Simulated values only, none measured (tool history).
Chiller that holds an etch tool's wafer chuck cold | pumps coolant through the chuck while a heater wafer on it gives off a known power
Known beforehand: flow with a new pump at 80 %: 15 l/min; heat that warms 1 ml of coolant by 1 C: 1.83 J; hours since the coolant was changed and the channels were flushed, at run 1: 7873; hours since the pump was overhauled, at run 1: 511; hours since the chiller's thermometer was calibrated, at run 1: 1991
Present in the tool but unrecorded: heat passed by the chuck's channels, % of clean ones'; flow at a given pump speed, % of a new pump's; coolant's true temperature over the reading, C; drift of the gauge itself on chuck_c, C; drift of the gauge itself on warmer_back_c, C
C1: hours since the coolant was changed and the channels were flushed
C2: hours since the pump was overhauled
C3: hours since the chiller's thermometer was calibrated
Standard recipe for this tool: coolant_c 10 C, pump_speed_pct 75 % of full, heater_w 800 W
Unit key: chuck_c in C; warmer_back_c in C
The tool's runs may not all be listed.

{"run": 1, "day": 0.0, "coolant_c": 10, "pump_speed_pct": 75, "heater_w": 800, "C1": 7873, "C2": 511, "C3": 1991, "chuck_c": 18.7, "warmer_back_c": 1.88}
{"run": 2, "day": 1.167, "coolant_c": 10, "pump_speed_pct": 75, "heater_w": 800, "C1": 7901, "C2": 539, "C3": 2019, "chuck_c": 18.6, "warmer_back_c": 1.92}
{"run": 3, "day": 2.133, "coolant_c": 10, "pump_speed_pct": 75, "heater_w": 800, "C1": 7924, "C2": 563, "C3": 2042, "chuck_c": 18.6, "warmer_back_c": 1.91}
{"run": 4, "day": 2.712, "coolant_c": 12, "pump_speed_pct": 75, "heater_w": 800, "C1": 7938, "C2": 577, "C3": 2056, "chuck_c": 20.7, "warmer_back_c": 1.89}
{"run": 5, "day": 3.608, "coolant_c": 10, "pump_speed_pct": 75, "heater_w": 780, "C1": 7959, "C2": 598, "C3": 2077, "chuck_c": 18.4, "warmer_back_c": 1.81}
{"run": 6, "day": 4.871, "coolant_c": 19, "pump_speed_pct": 75, "heater_w": 800, "C1": 7990, "C2": 628, "C3": 2108, "chuck_c": 27.8, "warmer_back_c": 1.95}
{"run": 7, "day": 6.071, "coolant_c": 10, "pump_speed_pct": 75, "heater_w": 800, "C1": 8018, "C2": 657, "C3": 2137, "chuck_c": 18.6, "warmer_back_c": 1.92}
{"run": 8, "day": 7.312, "coolant_c": 10, "pump_speed_pct": 75, "heater_w": 800, "C1": 8048, "C2": 687, "C3": 2166, "chuck_c": 18.9, "warmer_back_c": 1.9}
{"run": 9, "day": 8.308, "coolant_c": 10, "pump_speed_pct": 75, "heater_w": 800, "C1": 8072, "C2": 711, "C3": 2190, "chuck_c": 18.8, "warmer_back_c": 1.86}
{"run": 10, "day": 9.217, "coolant_c": 10, "pump_speed_pct": 75, "heater_w": 800, "C1": 8094, "C2": 733, "C3": 2212, "chuck_c": 18.8, "warmer_back_c": 1.91}
{"run": 11, "day": 10.508, "coolant_c": 10, "pump_speed_pct": 75, "heater_w": 800, "C1": 8125, "C2": 764, "C3": 2243, "chuck_c": 18.6, "warmer_back_c": 1.92}
{"run": 12, "day": 11.567, "coolant_c": 10, "pump_speed_pct": 75, "heater_w": 800, "C1": 8150, "C2": 789, "C3": 2268, "chuck_c": 18.9, "warmer_back_c": 1.79}
{"run": 13, "day": 12.767, "coolant_c": 10, "pump_speed_pct": 75, "heater_w": 800, "C1": 8179, "C2": 818, "C3": 2297, "chuck_c": 18.8, "warmer_back_c": 1.87}
{"run": 14, "day": 13.892, "coolant_c": 10, "pump_speed_pct": 75, "heater_w": 800, "C1": 8206, "C2": 845, "C3": 2324, "chuck_c": 18.8, "warmer_back_c": 1.87}
{"run": 15, "day": 15.212, "coolant_c": 10, "pump_speed_pct": 80, "heater_w": 800, "C1": 8238, "C2": 876, "C3": 2356, "chuck_c": 18.4, "warmer_back_c": 1.79}
{"run": 16, "day": 16.175, "coolant_c": 10, "pump_speed_pct": 75, "heater_w": 800, "C1": 8261, "C2": 900, "C3": 2379, "chuck_c": 18.8, "warmer_back_c": 1.92}
{"run": 17, "day": 17.258, "coolant_c": 2, "pump_speed_pct": 75, "heater_w": 800, "C1": 8287, "C2": 926, "C3": 2405, "chuck_c": 10.9, "warmer_back_c": 1.9}
{"run": 18, "day": 18.083, "coolant_c": 2, "pump_speed_pct": 91, "heater_w": 516, "C1": 8307, "C2": 945, "C3": 2425, "chuck_c": 6.7, "warmer_back_c": 1.0}
{"run": 19, "day": 19.171, "coolant_c": 2, "pump_speed_pct": 72, "heater_w": 416, "C1": 8333, "C2": 971, "C3": 2451, "chuck_c": 6.6, "warmer_back_c": 1.07}
{"day": 20.171, "done": "chiller's thermometer calibrated"}
{"run": 20, "day": 20.171, "coolant_c": 11, "pump_speed_pct": 93, "heater_w": 762, "C1": 8356, "C2": 994, "C3": 0, "chuck_c": 18.0, "warmer_back_c": 1.44}
{"run": 21, "day": 21.421, "coolant_c": 10, "pump_speed_pct": 75, "heater_w": 447, "C1": 8386, "C2": 1024, "C3": 30, "chuck_c": 14.9, "warmer_back_c": 1.12}
{"run": 22, "day": 21.992, "coolant_c": 19, "pump_speed_pct": 98, "heater_w": 800, "C1": 8399, "C2": 1038, "C3": 44, "chuck_c": 25.9, "warmer_back_c": 1.37}
{"run": 23, "day": 23.171, "coolant_c": 6, "pump_speed_pct": 79, "heater_w": 871, "C1": 8428, "C2": 1066, "C3": 72, "chuck_c": 15.1, "warmer_back_c": 1.96}
{"run": 24, "day": 24.196, "coolant_c": 11, "pump_speed_pct": 75, "heater_w": 800, "C1": 8452, "C2": 1091, "C3": 97, "chuck_c": 19.8, "warmer_back_c": 1.95}
{"run": 25, "day": 24.892, "coolant_c": 8, "pump_speed_pct": 86, "heater_w": 412, "C1": 8469, "C2": 1108, "C3": 113, "chuck_c": 11.9, "warmer_back_c": 0.86}
{"run": 26, "day": 25.529, "coolant_c": 8, "pump_speed_pct": 86, "heater_w": 412, "C1": 8484, "C2": 1123, "C3": 129, "chuck_c": 12.0, "warmer_back_c": 0.82}
{"run": 27, "day": 26.725, "coolant_c": 8, "pump_speed_pct": 86, "heater_w": 412, "C1": 8513, "C2": 1152, "C3": 157, "chuck_c": 12.1, "warmer_back_c": 0.82}
{"run": 28, "day": 27.675, "coolant_c": 8, "pump_speed_pct": 86, "heater_w": 412, "C1": 8536, "C2": 1175, "C3": 180, "chuck_c": 12.2, "warmer_back_c": 0.92}
{"run": 29, "day": 28.321, "coolant_c": 8, "pump_speed_pct": 86, "heater_w": 412, "C1": 8551, "C2": 1190, "C3": 196, "chuck_c": 12.1, "warmer_back_c": 0.91}
{"run": 30, "day": 29.129, "coolant_c": 8, "pump_speed_pct": 77, "heater_w": 412, "C1": 8571, "C2": 1210, "C3": 215, "chuck_c": 12.6, "warmer_back_c": 0.93}
{"run": 31, "day": 30.088, "coolant_c": 8, "pump_speed_pct": 77, "heater_w": 412, "C1": 8594, "C2": 1232, "C3": 238, "chuck_c": 12.6, "warmer_back_c": 0.89}

What differs in the tool's unlogged condition from the final listed run ahead of each entry between runs to the first listed run following it?
From run 19 to run 20: chiller's thermometer calibrated (day 20.171)
  heat passed by the chuck's channels, % of clean ones': 82.7 -> 82.6; coolant's true temperature over the reading, C: 0.15 -> 0.1
  what was measured, less what the result would be without the hidden state, chuck_c: +0.9 -> +1.2 C

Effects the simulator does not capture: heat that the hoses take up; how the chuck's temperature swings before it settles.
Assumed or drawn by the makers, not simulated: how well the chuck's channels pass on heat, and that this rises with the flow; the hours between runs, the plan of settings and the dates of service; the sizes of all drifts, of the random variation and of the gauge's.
